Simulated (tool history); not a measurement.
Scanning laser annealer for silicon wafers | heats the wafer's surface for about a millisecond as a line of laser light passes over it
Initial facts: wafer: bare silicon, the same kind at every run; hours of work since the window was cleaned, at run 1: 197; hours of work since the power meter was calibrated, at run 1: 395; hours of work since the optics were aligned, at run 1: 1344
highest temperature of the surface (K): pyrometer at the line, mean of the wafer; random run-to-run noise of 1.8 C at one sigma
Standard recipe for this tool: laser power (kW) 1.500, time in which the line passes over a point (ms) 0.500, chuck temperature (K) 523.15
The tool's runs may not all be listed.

run,hour,laser power (kW),time in which the line passes over a point (ms),chuck temperature (K),hours of work since the window was cleaned,hours of work since the power meter was calibrated,hours of work since the optics were aligned,highest temperature of the surface (K)
1,0.0,1.500,0.500,523.15,197,395,1344,1223.15
2,19.1,1.500,0.500,552.15,207,405,1354,1251.15
3,43.6,1.500,0.500,552.15,221,419,1368,1248.15
4,84.7,1.500,0.500,552.15,243,441,1391,1247.15
# hour 109.6: optics aligned, line set to its width
5,130.4,1.500,0.500,523.15,266,464,11,1229.15
# hour 134.9: window over the wafer cleaned
6,164.2,1.500,0.500,542.15,16,482,29,1246.15
7,207.8,1.500,0.500,542.15,40,506,53,1241.15
8,236.4,1.500,0.559,523.15,56,522,69,1259.15
9,260.0,1.500,0.559,523.15,69,535,82,1263.15
10,293.9,1.500,0.559,523.15,88,553,101,1259.15
11,320.1,1.543,0.531,526.15,103,568,115,1264.15
# hour 345.6: window over the wafer cleaned, once more
12,356.6,1.543,0.531,526.15,6,587,135,1293.15
13,399.9,1.543,0.531,526.15,30,611,159,1289.15
14,438.6,1.543,0.531,526.15,51,632,180,1289.15
15,473.2,1.408,0.500,523.15,71,652,199,1202.15
16,518.1,1.408,0.500,523.15,95,676,224,1198.15
17,563.9,1.408,0.500,523.15,121,702,249,1196.15
18,590.3,1.408,0.500,523.15,135,716,264,1194.15
19,620.6,1.357,0.500,496.15,152,733,281,1140.15

What if the next run were any one of these 5? Each begins from the tool's condition after run 19:
A,667.7,1.357,0.484,501.15,178,759,307,?
B,667.7,1.500,0.500,504.15,178,759,307,?
C,667.7,1.547,0.362,544.15,178,759,307,?
D,667.7,1.287,0.500,496.15,178,759,307,?
E,667.7,1.357,0.518,496.15,178,759,307,?

run,highest temperature of the surface (K)
A,1136.15
B,1212.15
C,1167.15
D,1109.15
E,1150.15
With the hidden condition removed and each run's random variation left untouched, the same runs would have given:
run,highest temperature of the surface (K)
A,1149.15
B,1227.15
C,1180.15
D,1122.15
E,1164.15
